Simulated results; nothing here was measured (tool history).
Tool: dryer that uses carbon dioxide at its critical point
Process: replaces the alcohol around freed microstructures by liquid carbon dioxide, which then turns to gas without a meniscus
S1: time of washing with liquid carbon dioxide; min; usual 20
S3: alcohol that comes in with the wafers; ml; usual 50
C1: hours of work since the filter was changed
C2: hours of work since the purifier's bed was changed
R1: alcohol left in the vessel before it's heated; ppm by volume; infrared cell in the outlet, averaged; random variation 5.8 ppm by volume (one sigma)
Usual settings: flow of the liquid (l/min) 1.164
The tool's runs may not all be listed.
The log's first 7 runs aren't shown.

run 8 day=6.404 | S1=22 flow_of_the_liquid_(l/min)=1.164 S3=50 | C1=529 C2=684 | R1=228
-- day=6.638 inlet filter changed
run 9 day=7.183 | S1=22 flow_of_the_liquid_(l/min)=1.164 S3=50 | C1=8 C2=694 | R1=179
run 10 day=7.938 | S1=20 flow_of_the_liquid_(l/min)=1.14 S3=50 | C1=19 C2=705 | R1=266
run 11 day=8.679 | S1=20 flow_of_the_liquid_(l/min)=1.14 S3=50 | C1=29 C2=716 | R1=271
run 12 day=9.829 | S1=31 flow_of_the_liquid_(l/min)=1.164 S3=50 | C1=46 C2=732 | R1=69
run 13 day=10.667 | S1=22 flow_of_the_liquid_(l/min)=1.164 S3=50 | C1=58 C2=744 | R1=190
run 14 day=11.354 | S1=26 flow_of_the_liquid_(l/min)=1.164 S3=50 | C1=67 C2=754 | R1=113
run 15 day=12.021 | S1=20 flow_of_the_liquid_(l/min)=1.164 S3=50 | C1=77 C2=764 | R1=253
run 16 day=13.175 | S1=20 flow_of_the_liquid_(l/min)=1.164 S3=50 | C1=93 C2=780 | R1=257
run 17 day=14.279 | S1=20 flow_of_the_liquid_(l/min)=1.164 S3=93 | C1=109 C2=796 | R1=450
run 18 day=15.175 | S1=20 flow_of_the_liquid_(l/min)=1.09 S3=39 | C1=122 C2=809 | R1=277
run 19 day=16.092 | S1=30 flow_of_the_liquid_(l/min)=1.94 S3=30 | C1=135 C2=822 | R1=60
run 20 day=17.079 | S1=17 flow_of_the_liquid_(l/min)=1.164 S3=24 | C1=149 C2=836 | R1=247
run 21 day=18.05 | S1=21 flow_of_the_liquid_(l/min)=1.18 S3=98 | C1=163 C2=850 | R1=388
run 22 day=18.904 | S1=30 flow_of_the_liquid_(l/min)=1.93 S3=43 | C1=175 C2=862 | R1=58
run 23 day=19.412 | S1=13 flow_of_the_liquid_(l/min)=1.48 S3=111 | C1=183 C2=869 | R1=1085
run 24 day=20.021 | S1=13 flow_of_the_liquid_(l/min)=1.48 S3=111 | C1=191 C2=878 | R1=1083
run 25 day=20.538 | S1=13 flow_of_the_liquid_(l/min)=1.48 S3=111 | C1=199 C2=885 | R1=1058
run 26 day=21.667 | S1=13 flow_of_the_liquid_(l/min)=1.48 S3=111 | C1=215 C2=901 | R1=1083
run 27 day=22.629 | S1=20 flow_of_the_liquid_(l/min)=1.164 S3=22 | C1=228 C2=915 | R1=162
run 28 day=23.596 | S1=20 flow_of_the_liquid_(l/min)=1.05 S3=39 | C1=242 C2=929 | R1=320
run 29 day=24.5 | S1=20 flow_of_the_liquid_(l/min)=1.05 S3=39 | C1=255 C2=942 | R1=323

The next listed run, before its measurement:
run 30 day=24.988 | S1=20 flow_of_the_liquid_(l/min)=1.05 S3=39 | C1=262 C2=949 | R1=?

R1: 332 ppm by volume
Without the tool's hidden state the same run would have given R1 228 ppm by volume.
